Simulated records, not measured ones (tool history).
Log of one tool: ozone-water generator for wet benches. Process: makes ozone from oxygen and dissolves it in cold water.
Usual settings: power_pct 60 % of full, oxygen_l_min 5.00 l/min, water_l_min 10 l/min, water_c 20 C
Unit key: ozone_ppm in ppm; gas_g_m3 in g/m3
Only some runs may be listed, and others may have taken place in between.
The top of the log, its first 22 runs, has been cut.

run    hour  power_pct  oxygen_l_min  water_l_min  water_c  hours of work since the electrodes were changed  hours of work since the contactor was cleaned  hours of work since the thermometer was calibrated  ozone_ppm  gas_g_m3
 23  2753.8         93          5.00           10       20                                             1895                                           1253                                                2670       37.7     263.3
 24  2899.0         44          5.00           10       14                                             1987                                           1345                                                2762       23.1     141.6
 25  3077.9         44          3.41           10       22                                             2101                                           1459                                                2876       21.9     184.2
 26  3251.8         88          5.00           10       12                                             2212                                           1570                                                2987       41.2     247.6
 27  3386.2         53          4.82           10       12                                             2297                                           1656                                                3072       28.2     169.7
 28  3537.6         77          4.82           13       12                                             2394                                           1752                                                3169       32.0     228.2
 29  3706.3         77          4.82           13       12                                             2501                                           1860                                                3276       31.2     224.8
 30  3821.3         77          4.82            6       12                                             2575                                           1933                                                3350       48.4     227.2
 31  3898.9         92          6.96            6       15                                             2624                                           1982                                                3399       44.5     203.0
 32  3997.6         85          5.00           10       25                                             2687                                           2045                                                3462       30.9     238.9

What if the next run were any one of these 4? Each begins from the tool's condition after run 32:
  A  4175.9         60          4.77           10       22                                             2800                                           2159                                                3576          ?         ?
  B  4175.9         85          5.00           12       23                                             2800                                           2159                                                3576          ?         ?
  C  4175.9         41          5.67            9       25                                             2800                                           2159                                                3576          ?         ?
  D  4175.9         85          2.67           10       25                                             2800                                           2159                                                3576          ?         ?

run  ozone_ppm  gas_g_m3
  A       25.2     184.6
  B       29.4     237.1
  C       17.3     121.9
  D       35.3     356.9
Take away the tool's hidden state, keep each run's random variation, and the runs would have read:
run  ozone_ppm  gas_g_m3
  A       27.6     198.7
  B       33.1     261.4
  C       18.5     127.8
  D       39.7     393.4
